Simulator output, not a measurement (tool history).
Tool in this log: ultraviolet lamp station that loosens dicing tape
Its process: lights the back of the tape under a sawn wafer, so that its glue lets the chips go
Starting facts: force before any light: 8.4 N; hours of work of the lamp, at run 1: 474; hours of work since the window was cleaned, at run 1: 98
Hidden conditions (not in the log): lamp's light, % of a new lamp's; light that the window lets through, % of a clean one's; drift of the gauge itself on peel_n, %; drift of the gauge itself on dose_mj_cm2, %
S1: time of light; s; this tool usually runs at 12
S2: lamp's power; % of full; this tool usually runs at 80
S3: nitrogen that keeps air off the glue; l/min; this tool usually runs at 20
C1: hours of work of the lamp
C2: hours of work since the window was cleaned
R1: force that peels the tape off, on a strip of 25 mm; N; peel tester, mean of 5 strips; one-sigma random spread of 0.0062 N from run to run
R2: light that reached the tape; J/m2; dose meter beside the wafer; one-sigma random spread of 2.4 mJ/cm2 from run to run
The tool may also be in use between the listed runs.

| run | hour | S1 | S2 | S3 | C1 | C2 | R1 | R2 |
|---|---|---|---|---|---|---|---|---|
| 1 | 0 | 12 | 80 | 20 | 474 | 98 | 0.299 | 2080 |
| 2 | 39.4 | 12 | 80 | 20 | 498 | 122 | 0.304 | 2020 |
| 3 | 79.1 | 12 | 80 | 20 | 521 | 145 | 0.322 | 2000 |
| 4 | 129.3 | 12 | 88 | 20 | 551 | 175 | 0.267 | 2130 |
| 5 | 180 | 12 | 88 | 20 | 582 | 206 | 0.283 | 2100 |
| 6 | 222.7 | 12 | 80 | 20 | 607 | 231 | 0.373 | 1880 |
| 7 | 253.3 | 12 | 80 | 20 | 626 | 249 | 0.384 | 1820 |
| 8 | 295.3 | 12 | 80 | 20 | 651 | 275 | 0.414 | 1810 |
| 9 | 332 | 12 | 80 | 11 | 673 | 296 | 0.797 | 1790 |
| 10 | 387 | 12 | 80 | 11 | 705 | 329 | 0.815 | 1690 |
| 11 | 425.1 | 12 | 80 | 11 | 728 | 352 | 0.858 | 1700 |
| 12 | 460.2 | 12 | 66 | 20 | 749 | 373 | 0.783 | 1340 |
| 13 | 487.8 | 12 | 66 | 20 | 766 | 390 | 0.8 | 1340 |
|  | 493.4 | window cleaned of glue's vapour |
| 14 | 526.8 | 9 | 80 | 20 | 789 | 20 | 1.106 | 1200 |
| 15 | 570.9 | 9 | 96 | 20 | 815 | 46 | 0.785 | 1370 |
| 16 | 606 | 16 | 80 | 20 | 836 | 67 | 0.323 | 2050 |
| 17 | 658.9 | 16 | 80 | 20 | 868 | 99 | 0.336 | 1920 |
|  | 690 | window cleaned of glue's vapour, once more |
| 18 | 696.8 | 16 | 80 | 20 | 890 | 4 | 0.186 | 2430 |
| 19 | 746 | 16 | 80 | 20 | 919 | 33 | 0.212 | 2370 |
| 20 | 782.2 | 15 | 80 | 20 | 941 | 55 | 0.249 | 2210 |
| 21 | 813.5 | 15 | 80 | 20 | 960 | 74 | 0.247 | 2200 |
| 22 | 855 | 23 | 68 | 22 | 984 | 99 | 0.126 | 2790 |
| 23 | 878.4 | 12 | 80 | 34 | 998 | 113 | 0.297 | 1700 |
| 24 | 922.6 | 12 | 80 | 17 | 1025 | 139 | 0.607 | 1630 |
| 25 | 969.7 | 16 | 97 | 17 | 1053 | 167 | 0.192 | 2640 |
| 26 | 1020.6 | 16 | 97 | 17 | 1083 | 198 | 0.203 | 2570 |
| 27 | 1054.8 | 16 | 97 | 17 | 1104 | 218 | 0.201 | 2510 |
| 28 | 1093.1 | 16 | 97 | 17 | 1127 | 241 | 0.222 | 2460 |
| 29 | 1131.8 | 15 | 69 | 17 | 1150 | 264 | 0.669 | 1590 |
| 30 | 1185.1 | 15 | 61 | 17 | 1182 | 296 | 0.898 | 1380 |
| 31 | 1223.1 | 8 | 61 | 15 | 1204 | 318 | 2.674 | 710 |
| 32 | 1261.1 | 8 | 77 | 21 | 1227 | 341 | 1.714 | 890 |
|  | 1300.9 | lamp changed |
| 33 | 1303.5 | 8 | 77 | 21 | 2 | 366 | 0.729 | 1420 |
| 34 | 1329.7 | 22 | 80 | 20 | 17 | 382 | 0.111 | 3990 |
| 35 | 1359.2 | 10 | 61 | 22 | 35 | 399 | 0.746 | 1340 |
|  | 1376.5 | window cleaned of glue's vapour |
| 36 | 1389.1 | 7 | 66 | 10 | 52 | 8 | 1.813 | 1190 |
| 37 | 1416.1 | 7 | 66 | 10 | 68 | 24 | 1.818 | 1140 |
| 38 | 1467.1 | 12 | 85 | 12 | 99 | 54 | 0.308 | 2530 |
| 39 | 1514.9 | 12 | 85 | 12 | 127 | 83 | 0.315 | 2500 |

Here are 3 independent what-if runs from the current tool condition. What would each one return?
| A | 1556.2 | 21 | 84 | 6 | 152 | 107 | ? | ? |
| B | 1556.2 | 12 | 80 | 8 | 152 | 107 | ? | ? |
| C | 1556.2 | 21 | 80 | 21 | 152 | 107 | ? | ? |

| run | R1 | R2 |
|---|---|---|
| A | 0.184 | 4220 |
| B | 0.596 | 2320 |
| C | 0.099 | 4040 |
With no hidden state in the tool, these same runs would have given:
| run | R1 | R2 |
|---|---|---|
| A | 0.151 | 4630 |
| B | 0.475 | 2540 |
| C | 0.097 | 4430 |
